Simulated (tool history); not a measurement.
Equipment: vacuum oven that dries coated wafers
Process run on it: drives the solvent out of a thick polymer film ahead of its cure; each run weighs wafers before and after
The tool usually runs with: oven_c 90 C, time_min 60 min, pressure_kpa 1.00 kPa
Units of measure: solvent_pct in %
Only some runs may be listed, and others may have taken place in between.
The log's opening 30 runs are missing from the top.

{"run": 31, "hour": 842.6, "oven_c": 81, "time_min": 97, "pressure_kpa": 0.57, "solvent_pct": 1.19}
{"run": 32, "hour": 880.0, "oven_c": 102, "time_min": 46, "pressure_kpa": 1.64, "solvent_pct": 0.41}
{"run": 33, "hour": 916.3, "oven_c": 102, "time_min": 46, "pressure_kpa": 1.64, "solvent_pct": 0.41}
{"run": 34, "hour": 946.4, "oven_c": 102, "time_min": 46, "pressure_kpa": 1.64, "solvent_pct": 0.42}
{"run": 35, "hour": 982.4, "oven_c": 95, "time_min": 44, "pressure_kpa": 0.73, "solvent_pct": 1.05}
{"run": 36, "hour": 1006.8, "oven_c": 91, "time_min": 44, "pressure_kpa": 1.49, "solvent_pct": 1.95}
{"run": 37, "hour": 1023.0, "oven_c": 91, "time_min": 44, "pressure_kpa": 1.49, "solvent_pct": 1.96}
{"run": 38, "hour": 1062.9, "oven_c": 90, "time_min": 89, "pressure_kpa": 2.06, "solvent_pct": 0.68}
{"run": 39, "hour": 1096.4, "oven_c": 90, "time_min": 108, "pressure_kpa": 0.64, "solvent_pct": 0.26}
{"run": 40, "hour": 1120.0, "oven_c": 90, "time_min": 108, "pressure_kpa": 0.64, "solvent_pct": 0.26}
{"run": 41, "hour": 1137.9, "oven_c": 90, "time_min": 108, "pressure_kpa": 0.64, "solvent_pct": 0.24}
{"run": 42, "hour": 1163.0, "oven_c": 91, "time_min": 32, "pressure_kpa": 0.63, "solvent_pct": 3.27}
{"run": 43, "hour": 1191.4, "oven_c": 92, "time_min": 60, "pressure_kpa": 0.91, "solvent_pct": 0.79}
{"run": 44, "hour": 1217.6, "oven_c": 87, "time_min": 60, "pressure_kpa": 2.6, "solvent_pct": 2.03}
{"run": 45, "hour": 1240.3, "oven_c": 87, "time_min": 60, "pressure_kpa": 2.6, "solvent_pct": 2.04}
{"run": 46, "hour": 1263.8, "oven_c": 90, "time_min": 58, "pressure_kpa": 1.03, "solvent_pct": 1.2}
{"run": 47, "hour": 1284.6, "oven_c": 100, "time_min": 84, "pressure_kpa": 1.03, "solvent_pct": 0.19}

Alternative continuations, all from the tool just after run 47; predict every row:
{"run": "A", "hour": 1312.8, "oven_c": 105, "time_min": 60, "pressure_kpa": 1.0, "solvent_pct": "?"}
{"run": "B", "hour": 1312.8, "oven_c": 95, "time_min": 60, "pressure_kpa": 0.59, "solvent_pct": "?"}
{"run": "C", "hour": 1312.8, "oven_c": 100, "time_min": 89, "pressure_kpa": 1.03, "solvent_pct": "?"}
{"run": "D", "hour": 1312.8, "oven_c": 84, "time_min": 60, "pressure_kpa": 1.11, "solvent_pct": "?"}

run=A solvent_pct=0.18
run=B solvent_pct=0.48
run=C solvent_pct=0.21
run=D solvent_pct=2.46
What these runs would have given with no unlogged condition in the tool:
run=A solvent_pct=0.15
run=B solvent_pct=0.41
run=C solvent_pct=0.18
run=D solvent_pct=2.32
